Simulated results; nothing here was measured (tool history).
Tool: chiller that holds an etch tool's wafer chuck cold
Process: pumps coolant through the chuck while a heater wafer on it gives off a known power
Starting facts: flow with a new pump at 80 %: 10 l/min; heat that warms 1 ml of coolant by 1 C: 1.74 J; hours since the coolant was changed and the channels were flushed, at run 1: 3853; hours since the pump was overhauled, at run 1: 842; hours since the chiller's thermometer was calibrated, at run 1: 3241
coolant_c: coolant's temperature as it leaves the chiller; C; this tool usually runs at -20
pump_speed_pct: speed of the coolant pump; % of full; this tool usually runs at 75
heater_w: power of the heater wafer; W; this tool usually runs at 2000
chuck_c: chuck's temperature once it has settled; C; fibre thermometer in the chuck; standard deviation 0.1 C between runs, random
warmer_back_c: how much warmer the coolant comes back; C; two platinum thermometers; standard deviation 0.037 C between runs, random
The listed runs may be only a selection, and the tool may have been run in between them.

run	hour	coolant_c	pump_speed_pct	heater_w	hours since the coolant was changed and the channels were flushed	hours since the pump was overhauled	hours since the chiller's thermometer was calibrated	chuck_c	warmer_back_c
1	0	-20	75	2000	3853	842	3241	3.2	7.35
2	35.6	-20	75	2000	3888	877	3276	3.2	7.43
3	103.5	-20	75	2000	3956	945	3344	3.1	7.44
4	140.1	-20	75	1078	3993	982	3381	-7.4	4.04
5	219	-25	75	2000	4072	1061	3460	-1.8	7.51
6	292.1	-25	75	2000	4145	1134	3533	-1.8	7.47
7	337.7	-25	75	2000	4190	1179	3578	-1.7	7.48
8	387.1	-15	95	2640	4240	1229	3628	10.2	7.86
9	471.3	-27	93	2017	4324	1313	3712	-7.4	6.15
10	527.3	-28	95	2062	4380	1369	3768	-8.1	6.17

5 ways to go on from here, each from the tool as it stands after run 10. What would each give?
A	604.4	-25	75	2000	4457	1446	3845	?	?
B	604.4	-27	75	2000	4457	1446	3845	?	?
C	604.4	-15	99	2000	4457	1446	3845	?	?
D	604.4	-16	95	2062	4457	1446	3845	?	?
E	604.4	-20	75	1264	4457	1446	3845	?	?

run	chuck_c	warmer_back_c
A	-1.4	7.5
B	-3.2	7.51
C	3.7	5.75
D	4	6.15
E	-5.2	4.78
With no hidden state in the tool, these same runs would have given:
run	chuck_c	warmer_back_c
A	-3.8	7.34
B	-5.7	7.35
C	1.8	5.63
D	2	6.01
E	-6.8	4.68
